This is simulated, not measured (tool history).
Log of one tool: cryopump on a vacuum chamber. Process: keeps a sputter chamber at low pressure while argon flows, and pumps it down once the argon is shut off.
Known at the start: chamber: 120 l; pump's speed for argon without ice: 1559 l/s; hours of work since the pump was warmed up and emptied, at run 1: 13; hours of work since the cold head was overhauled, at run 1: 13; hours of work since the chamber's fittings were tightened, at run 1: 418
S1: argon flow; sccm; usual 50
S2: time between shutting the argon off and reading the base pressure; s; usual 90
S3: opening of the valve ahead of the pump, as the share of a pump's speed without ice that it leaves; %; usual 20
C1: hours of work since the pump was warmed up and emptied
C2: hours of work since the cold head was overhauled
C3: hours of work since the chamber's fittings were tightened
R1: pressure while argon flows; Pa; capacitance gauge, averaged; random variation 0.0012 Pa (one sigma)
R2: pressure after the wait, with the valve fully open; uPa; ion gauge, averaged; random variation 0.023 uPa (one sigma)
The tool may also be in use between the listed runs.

{"run": 1, "hour": 0.0, "S1": 50, "S2": 90, "S3": 20, "C1": 13, "C2": 13, "C3": 418, "R1": 0.2727, "R2": 0.95}
{"run": 2, "hour": 17.5, "S1": 50, "S2": 90, "S3": 20, "C1": 21, "C2": 21, "C3": 426, "R1": 0.2726, "R2": 0.99}
{"run": 3, "hour": 31.9, "S1": 50, "S2": 90, "S3": 20, "C1": 28, "C2": 28, "C3": 433, "R1": 0.2721, "R2": 1}
{"run": 4, "hour": 42.6, "S1": 50, "S2": 90, "S3": 20, "C1": 33, "C2": 33, "C3": 438, "R1": 0.2705, "R2": 0.97}
{"run": 5, "hour": 58.6, "S1": 50, "S2": 90, "S3": 20, "C1": 41, "C2": 41, "C3": 446, "R1": 0.2739, "R2": 1.02}
{"run": 6, "hour": 73.8, "S1": 50, "S2": 90, "S3": 20, "C1": 48, "C2": 48, "C3": 453, "R1": 0.2734, "R2": 0.97}
{"run": 7, "hour": 82.1, "S1": 50, "S2": 90, "S3": 20, "C1": 52, "C2": 52, "C3": 457, "R1": 0.2719, "R2": 0.98}
{"run": 8, "hour": 93.9, "S1": 67, "S2": 90, "S3": 20, "C1": 57, "C2": 57, "C3": 463, "R1": 0.3641, "R2": 0.99}
{"run": 9, "hour": 104.4, "S1": 67, "S2": 90, "S3": 20, "C1": 62, "C2": 62, "C3": 468, "R1": 0.3643, "R2": 0.94}
{"run": 10, "hour": 118.9, "S1": 50, "S2": 90, "S3": 20, "C1": 69, "C2": 69, "C3": 475, "R1": 0.273, "R2": 1.02}
{"run": 11, "hour": 131.6, "S1": 50, "S2": 134, "S3": 20, "C1": 75, "C2": 75, "C3": 481, "R1": 0.2733, "R2": 0.79}
{"run": 12, "hour": 143.7, "S1": 50, "S2": 134, "S3": 41, "C1": 81, "C2": 81, "C3": 486, "R1": 0.1353, "R2": 0.8}
{"run": 13, "hour": 159.9, "S1": 50, "S2": 90, "S3": 31, "C1": 89, "C2": 89, "C3": 494, "R1": 0.1787, "R2": 1}
{"run": 14, "hour": 168.1, "S1": 50, "S2": 90, "S3": 20, "C1": 93, "C2": 93, "C3": 498, "R1": 0.2729, "R2": 1.04}
{"run": 15, "hour": 185.3, "S1": 50, "S2": 90, "S3": 20, "C1": 101, "C2": 101, "C3": 506, "R1": 0.2746, "R2": 1.08}
{"run": 16, "hour": 201.1, "S1": 50, "S2": 90, "S3": 20, "C1": 109, "C2": 109, "C3": 514, "R1": 0.2752, "R2": 1.02}
{"run": 17, "hour": 211.5, "S1": 47, "S2": 35, "S3": 20, "C1": 114, "C2": 114, "C3": 519, "R1": 0.2604, "R2": 1.94}
{"run": 18, "hour": 218.8, "S1": 47, "S2": 35, "S3": 20, "C1": 117, "C2": 117, "C3": 522, "R1": 0.2599, "R2": 1.94}
{"run": 19, "hour": 228.9, "S1": 61, "S2": 127, "S3": 52, "C1": 122, "C2": 122, "C3": 527, "R1": 0.1331, "R2": 0.9}
{"run": 20, "hour": 238.2, "S1": 61, "S2": 127, "S3": 52, "C1": 126, "C2": 126, "C3": 532, "R1": 0.1335, "R2": 0.87}
{"run": 21, "hour": 254.0, "S1": 25, "S2": 127, "S3": 21, "C1": 134, "C2": 134, "C3": 539, "R1": 0.1313, "R2": 0.9}
{"run": 22, "hour": 269.0, "S1": 50, "S2": 100, "S3": 51, "C1": 141, "C2": 141, "C3": 546, "R1": 0.1112, "R2": 1}
{"run": 23, "hour": 286.3, "S1": 57, "S2": 90, "S3": 21, "C1": 149, "C2": 149, "C3": 555, "R1": 0.2995, "R2": 1.07}
{"run": 24, "hour": 297.3, "S1": 57, "S2": 187, "S3": 31, "C1": 155, "C2": 155, "C3": 560, "R1": 0.2052, "R2": 0.77}
{"run": 25, "hour": 308.4, "S1": 49, "S2": 101, "S3": 20, "C1": 160, "C2": 160, "C3": 565, "R1": 0.2706, "R2": 1.05}
{"run": 26, "hour": 323.5, "S1": 49, "S2": 101, "S3": 20, "C1": 167, "C2": 167, "C3": 572, "R1": 0.2733, "R2": 0.99}
{"run": 27, "hour": 338.2, "S1": 74, "S2": 201, "S3": 59, "C1": 174, "C2": 174, "C3": 579, "R1": 0.1452, "R2": 0.76}

Forecast each of these 3 alternatives for the next run:
{"run": "A", "hour": 355.6, "S1": 50, "S2": 248, "S3": 22, "C1": 182, "C2": 182, "C3": 588, "R1": "?", "R2": "?"}
{"run": "B", "hour": 355.6, "S1": 77, "S2": 201, "S3": 17, "C1": 182, "C2": 182, "C3": 588, "R1": "?", "R2": "?"}
{"run": "C", "hour": 355.6, "S1": 50, "S2": 209, "S3": 20, "C1": 182, "C2": 182, "C3": 588, "R1": "?", "R2": "?"}

run=A R1=0.2531 R2=0.71
run=B R1=0.5046 R2=0.76
run=C R1=0.2799 R2=0.78
Without the tool's hidden state the same runs would have given:
run=A R1=0.2465 R2=0.4
run=B R1=0.4943 R2=0.45
run=C R1=0.2732 R2=0.46
